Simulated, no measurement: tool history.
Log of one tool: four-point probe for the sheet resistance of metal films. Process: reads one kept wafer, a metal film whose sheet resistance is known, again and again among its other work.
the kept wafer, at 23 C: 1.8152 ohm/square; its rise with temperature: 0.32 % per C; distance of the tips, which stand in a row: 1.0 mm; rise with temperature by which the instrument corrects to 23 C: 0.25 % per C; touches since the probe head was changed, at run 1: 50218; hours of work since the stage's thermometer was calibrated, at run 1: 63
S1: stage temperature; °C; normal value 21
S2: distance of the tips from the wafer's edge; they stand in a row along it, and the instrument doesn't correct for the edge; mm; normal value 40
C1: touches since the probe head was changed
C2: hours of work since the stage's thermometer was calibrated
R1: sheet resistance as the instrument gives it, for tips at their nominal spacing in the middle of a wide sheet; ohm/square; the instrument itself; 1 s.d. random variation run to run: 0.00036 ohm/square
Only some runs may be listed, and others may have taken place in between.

run     day  S1  S2     C1   C2        R1
  1   0.000  21  40  50218   63  1.809665
  2   0.450  21  40  50909   71  1.809467
  3   0.800  23  40  51451   77  1.811120
  4   1.412  31  40  52395   88  1.819798
  5   1.975  31  40  53260   98  1.819602
  6   2.417  31  40  53944  106  1.819209
  7   2.829  31  40  54579  113  1.818991
  8   3.296  31  40  55296  121  1.818413
  9   3.900  31  40  56230  131  1.819340
 10   4.471  21  40  57113  141  1.807573
 11   4.846  26  40  57691  148  1.813099
 12   5.400  26   8  58545  158  1.826844
 13   5.742  26   8  59067  164  1.827469
      5.812  -- stage's thermometer calibrated
 14   6.242  21  40  59810    8  1.806850
 15   6.629  21  40  60402   14  1.806925
 16   7.200  21   4  61284   24  1.864580
 17   7.546  21   4  61819   30  1.865542
 18   8.142  27  40  62734   41  1.812573
      8.312  -- stage's thermometer calibrated, once more
 19   8.708  23  40  63579    7  1.806463
 20   8.992  21   5  64015   12  1.842319
 21   9.388  21   5  64626   19  1.842490
 22   9.988  34   7  65552   29  1.837641
 23  10.508  23  21  66352   38  1.808035
 24  11.112  24  68  67281   49  1.806294
 25  11.700  24  68  68188   59  1.806324
 26  12.125  24  68  68846   66  1.806053
 27  12.667  24  68  69677   76  1.805984
 28  13.312  24  68  70674   87  1.806309
 29  13.842  24  68  71488   96  1.805374
 30  14.350  24  68  72274  105  1.805594
 31  14.742  24  14  72875  112  1.810746

Measured less the same run without the tool's hidden state. The same run-to-run variation is in both; the gauge's scatter may not be:
Unlogged tool condition in this case: inner tips' distance over the nominal, %; tips' flats over new ones', %; wafer's true temperature over the reading, C; drift of the gauge itself on sheet_ohm, %.
run         R1
  1  -0.004321
  2  -0.004502
  3  -0.004635
  4  -0.004936
  5  -0.005171
  6  -0.005340
  7  -0.005500
  8  -0.005702
  9  -0.005953
 10  -0.006116
 11  -0.006301
 12  -0.006574
 13  -0.006723
 14  -0.006544
 15  -0.006717
 16  -0.007175
 17  -0.007338
 18  -0.007426
 19  -0.008866
 20  -0.009161
 21  -0.009327
 22  -0.009565
 23  -0.009648
 24  -0.009867
 25  -0.010103
 26  -0.010271
 27  -0.010499
 28  -0.010773
 29  -0.010978
 30  -0.011198
 31  -0.011400
